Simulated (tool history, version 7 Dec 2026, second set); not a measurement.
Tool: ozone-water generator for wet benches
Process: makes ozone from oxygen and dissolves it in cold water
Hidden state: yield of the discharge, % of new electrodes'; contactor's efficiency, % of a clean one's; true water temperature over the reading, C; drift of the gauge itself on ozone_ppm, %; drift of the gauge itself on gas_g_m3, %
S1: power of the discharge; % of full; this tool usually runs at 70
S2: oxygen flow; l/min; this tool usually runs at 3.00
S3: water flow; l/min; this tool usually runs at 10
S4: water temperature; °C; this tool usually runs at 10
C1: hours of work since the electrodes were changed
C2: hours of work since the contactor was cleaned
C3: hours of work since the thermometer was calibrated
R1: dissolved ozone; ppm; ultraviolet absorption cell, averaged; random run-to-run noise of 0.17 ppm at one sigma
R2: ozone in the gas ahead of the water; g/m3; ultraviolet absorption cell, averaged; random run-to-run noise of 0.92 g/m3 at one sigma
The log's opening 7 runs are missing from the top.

{"run": 8, "hour": 255.0, "S1": 70, "S2": 4.75, "S3": 10, "S4": 10, "C1": 372, "C2": 2222, "C3": 2084, "R1": 21.7, "R2": 118.6}
{"run": 9, "hour": 277.4, "S1": 70, "S2": 3.0, "S3": 10, "S4": 10, "C1": 391, "C2": 2242, "C3": 2104, "R1": 23.1, "R2": 158.0}
{"run": 10, "hour": 313.9, "S1": 70, "S2": 3.0, "S3": 10, "S4": 10, "C1": 423, "C2": 2274, "C3": 2136, "R1": 22.3, "R2": 157.3}
{"run": 11, "hour": 355.6, "S1": 70, "S2": 3.0, "S3": 10, "S4": 10, "C1": 460, "C2": 2310, "C3": 2172, "R1": 22.8, "R2": 158.6}
{"run": 12, "hour": 397.7, "S1": 70, "S2": 3.0, "S3": 9, "S4": 10, "C1": 497, "C2": 2347, "C3": 2209, "R1": 24.3, "R2": 159.1}
{"run": 13, "hour": 436.6, "S1": 70, "S2": 3.0, "S3": 9, "S4": 10, "C1": 530, "C2": 2381, "C3": 2243, "R1": 24.4, "R2": 160.0}
{"run": 14, "hour": 486.9, "S1": 70, "S2": 3.0, "S3": 9, "S4": 10, "C1": 574, "C2": 2425, "C3": 2287, "R1": 24.4, "R2": 157.8}
{"run": 15, "hour": 517.9, "S1": 70, "S2": 3.0, "S3": 9, "S4": 10, "C1": 601, "C2": 2452, "C3": 2314, "R1": 24.7, "R2": 157.2}
{"run": 16, "hour": 565.1, "S1": 70, "S2": 3.0, "S3": 10, "S4": 10, "C1": 643, "C2": 2493, "C3": 2355, "R1": 22.7, "R2": 157.7}
{"run": 17, "hour": 593.2, "S1": 64, "S2": 3.0, "S3": 10, "S4": 11, "C1": 667, "C2": 2517, "C3": 2379, "R1": 21.2, "R2": 148.3}
{"run": 18, "hour": 615.2, "S1": 64, "S2": 1.5, "S3": 16, "S4": 11, "C1": 686, "C2": 2537, "C3": 2399, "R1": 13.0, "R2": 228.6}
{"run": 19, "hour": 646.0, "S1": 54, "S2": 5.34, "S3": 14, "S4": 15, "C1": 713, "C2": 2564, "C3": 2426, "R1": 13.1, "R2": 92.2}
{"run": 20, "hour": 679.1, "S1": 54, "S2": 5.34, "S3": 14, "S4": 15, "C1": 742, "C2": 2592, "C3": 2454, "R1": 13.1, "R2": 92.8}
{"run": 21, "hour": 703.1, "S1": 70, "S2": 4.51, "S3": 15, "S4": 10, "C1": 763, "C2": 2613, "C3": 2475, "R1": 16.4, "R2": 122.6}
{"run": 22, "hour": 734.3, "S1": 43, "S2": 1.83, "S3": 12, "S4": 7, "C1": 790, "C2": 2641, "C3": 2503, "R1": 13.9, "R2": 151.4}
{"run": 23, "hour": 763.6, "S1": 91, "S2": 2.9, "S3": 10, "S4": 10, "C1": 816, "C2": 2666, "C3": 2528, "R1": 27.7, "R2": 196.2}
{"run": 24, "hour": 796.3, "S1": 91, "S2": 2.9, "S3": 10, "S4": 10, "C1": 845, "C2": 2695, "C3": 2557, "R1": 27.9, "R2": 198.2}
{"run": 25, "hour": 817.6, "S1": 40, "S2": 3.1, "S3": 16, "S4": 12, "C1": 863, "C2": 2713, "C3": 2575, "R1": 10.0, "R2": 102.9}
{"hour": 851.5, "done": "water thermometer calibrated"}
{"run": 26, "hour": 864.9, "S1": 52, "S2": 2.78, "S3": 14, "S4": 10, "C1": 904, "C2": 2754, "C3": 12, "R1": 13.9, "R2": 133.9}
{"run": 27, "hour": 913.5, "S1": 47, "S2": 2.78, "S3": 6, "S4": 10, "C1": 946, "C2": 2797, "C3": 54, "R1": 23.9, "R2": 125.5}
{"run": 28, "hour": 952.3, "S1": 41, "S2": 1.79, "S3": 6, "S4": 6, "C1": 980, "C2": 2831, "C3": 88, "R1": 23.6, "R2": 149.5}
{"run": 29, "hour": 975.3, "S1": 41, "S2": 1.79, "S3": 6, "S4": 6, "C1": 1000, "C2": 2851, "C3": 108, "R1": 23.8, "R2": 149.4}
{"hour": 979.9, "done": "gauge calibrated"}
{"run": 30, "hour": 1001.7, "S1": 41, "S2": 1.79, "S3": 6, "S4": 6, "C1": 1023, "C2": 2874, "C3": 131, "R1": 23.7, "R2": 145.8}
{"run": 31, "hour": 1027.1, "S1": 41, "S2": 1.79, "S3": 6, "S4": 6, "C1": 1046, "C2": 2896, "C3": 153, "R1": 23.5, "R2": 146.8}
{"run": 32, "hour": 1060.4, "S1": 41, "S2": 1.79, "S3": 6, "S4": 6, "C1": 1075, "C2": 2925, "C3": 182, "R1": 24.0, "R2": 145.3}

4 ways to go on from here, each from the tool as it stands after run 32. What would each give?
{"run": "A", "hour": 1090.1, "S1": 66, "S2": 5.24, "S3": 6, "S4": 6, "C1": 1101, "C2": 2951, "C3": 208, "R1": "?", "R2": "?"}
{"run": "B", "hour": 1090.1, "S1": 41, "S2": 1.76, "S3": 6, "S4": 6, "C1": 1101, "C2": 2951, "C3": 208, "R1": "?", "R2": "?"}
{"run": "C", "hour": 1090.1, "S1": 41, "S2": 1.79, "S3": 9, "S4": 6, "C1": 1101, "C2": 2951, "C3": 208, "R1": "?", "R2": "?"}
{"run": "D", "hour": 1090.1, "S1": 41, "S2": 1.79, "S3": 12, "S4": 13, "C1": 1101, "C2": 2951, "C3": 208, "R1": "?", "R2": "?"}

run=A R1=29.2 R2=107.5
run=B R1=23.7 R2=146.8
run=C R1=17.6 R2=144.5
run=D R1=12.8 R2=144.2
With no hidden state in the tool, these same runs would have given:
run=A R1=29.2 R2=107.2
run=B R1=23.7 R2=146.3
run=C R1=17.6 R2=144.0
run=D R1=12.8 R2=143.7
